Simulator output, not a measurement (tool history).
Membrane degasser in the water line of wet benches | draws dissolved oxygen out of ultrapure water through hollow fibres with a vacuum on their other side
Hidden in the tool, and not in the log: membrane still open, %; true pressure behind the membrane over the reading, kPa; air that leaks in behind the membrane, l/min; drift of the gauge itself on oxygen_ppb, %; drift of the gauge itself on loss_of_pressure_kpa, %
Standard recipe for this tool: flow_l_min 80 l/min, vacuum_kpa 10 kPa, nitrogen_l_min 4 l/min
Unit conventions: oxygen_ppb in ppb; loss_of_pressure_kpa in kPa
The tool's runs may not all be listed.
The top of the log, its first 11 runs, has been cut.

run    hour  flow_l_min  vacuum_kpa  nitrogen_l_min  hours since the membrane was changed  hours since the vacuum gauge was calibrated  hours since the vacuum lines were made tight  oxygen_ppb  loss_of_pressure_kpa
 12  2792.3          80          10               4                                  3672                                         2265                                          1269         350                 52.65
 13  3148.6          80          10               4                                  4028                                         2621                                          1625       351.1                 52.94
 14  3362.3          80          10            3.42                                  4242                                         2835                                          1839         392                    53
 15  3529.1          94          10            3.42                                  4408                                         3002                                          2005       471.1                 62.55
 16  3773.6          94          10            3.42                                  4653                                         3246                                          2250       473.5                 62.58
 17    4013          94          10            3.42                                  4892                                         3486                                          2489       474.4                  62.6
 18  4329.9          80        12.5               4                                  5209                                         3803                                          2806       455.7                 54.01
 19  4675.3         128        12.5           11.42                                  5555                                         4148                                          3152       419.2                    86
 20    5017         108         9.5           11.42                                  5896                                         4490                                          3493       276.3                  73.1
 21  5303.4         108         9.5           11.42                                  6183                                         4776                                          3780       269.9                 73.04
 22  5568.5          57        14.7            9.18                                  6448                                         5041                                          4045       196.1                 38.29
 23  5761.4          57        14.7            9.18                                  6641                                         5234                                          4238       197.8                 38.81
       6049  -- seals of the vacuum lines changed
 24  6086.3         115        14.7            2.54                                  6964                                         5557                                            37      1065.8                 77.97
 25  6303.9          62          10            3.42                                  7181                                         5775                                           255       308.7                 42.05
 26  6520.6          62          10            3.42                                  7398                                         5991                                           472       302.9                 42.57
 27  6709.7          80         9.8            6.41                                  7587                                         6180                                           661       259.8                 54.63
 28  6930.5         106          17            5.57                                  7808                                         6401                                           882       685.5                 72.48
 29  7087.1          80         7.5            5.36                                  7964                                         6558                                          1038       216.1                 54.47
     7191.4  -- vacuum gauge calibrated
 30  7382.2          80         7.5            5.36                                  8259                                          191                                          1333       213.9                 54.33
 31  7695.1          64          10               4                                  8572                                          504                                          1646         280                 43.95

Alternative continuations, all from the tool just after run 31; predict every row:
  A  7968.8         108          10             9.7                                  8846                                          777                                          1919           ?                     ?
  B  7968.8          80          10            7.13                                  8846                                          777                                          1919           ?                     ?
  C  7968.8          68          10             4.1                                  8846                                          777                                          1919           ?                     ?

run  oxygen_ppb  loss_of_pressure_kpa
  A       313.4                 74.63
  B       248.1                 55.12
  C       290.9                 46.97
With no hidden state in the tool, these same runs would have given:
run  oxygen_ppb  loss_of_pressure_kpa
  A       278.2                 69.84
  B       227.1                 51.58
  C       275.7                 43.96

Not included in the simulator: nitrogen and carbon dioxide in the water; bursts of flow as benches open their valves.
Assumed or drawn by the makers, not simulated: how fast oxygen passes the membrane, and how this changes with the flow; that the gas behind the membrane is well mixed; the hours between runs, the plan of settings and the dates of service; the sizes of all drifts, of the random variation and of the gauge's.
